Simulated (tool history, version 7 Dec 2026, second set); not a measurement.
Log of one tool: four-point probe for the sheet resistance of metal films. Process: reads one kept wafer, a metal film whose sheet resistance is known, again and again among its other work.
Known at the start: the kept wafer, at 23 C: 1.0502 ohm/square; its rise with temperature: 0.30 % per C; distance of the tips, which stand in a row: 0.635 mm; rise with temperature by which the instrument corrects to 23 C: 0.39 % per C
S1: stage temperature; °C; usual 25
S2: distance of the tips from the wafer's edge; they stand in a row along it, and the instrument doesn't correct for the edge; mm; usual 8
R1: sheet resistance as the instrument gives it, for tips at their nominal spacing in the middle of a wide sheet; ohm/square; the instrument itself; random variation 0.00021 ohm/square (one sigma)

run	hour	S1	S2	R1
1	0.0	25	8	1.051873
2	21.6	25	8	1.051957
3	40.9	25	8	1.051466
4	62.1	24	8	1.052914
5	82.3	25	8	1.051798
6	93.7	25	8	1.052140
7	104.8	25	8	1.051920
8	120.9	25	8	1.051418
9	138.8	25	17	1.048783
10	161.3	25	17	1.049077
11	183.6	25	8	1.052090
12	202.3	25	57	1.048029
13	214.9	25	57	1.048309
14	224.7	25	57	1.048265
15	244.1	25	57	1.048128
16	254.2	25	15	1.049283
17	272.2	25	15	1.049100
18	290.0	25	15	1.049474
19	311.0	25	8	1.051535
20	323.8	28	8	1.049061
21	341.9	28	8	1.048880
22	356.0	31	8	1.045979
23	370.6	18	11	1.056775
24	385.6	25	14	1.049520
25	397.9	30	62	1.043527
26	420.0	30	62	1.043334
27	441.3	30	62	1.043889
28	464.7	30	62	1.043568
29	475.3	30	62	1.043644
30	494.1	27	62	1.046309
31	504.8	25	40	1.048451
32	521.6	25	11	1.049901
33	539.9	22	60	1.051781
34	561.0	29	7	1.048882
35	578.5	23	14	1.051695
36	598.9	25	5	1.057616
37	610.6	24	5	1.058327
38	629.2	24	32	1.049735
39	639.4	18	53	1.055517
40	649.4	29	54	1.044751
41	667.6	29	54	1.044527
42	689.4	29	54	1.044448
43	708.6	20	64	1.053209

Taken out of this log: 1 entry between the listed runs. Where each belongs, and how the hidden state differs across it:
Between runs 8 and 9: stage's thermometer calibrated (hour 129.8)
  no hidden state differs between the two runs
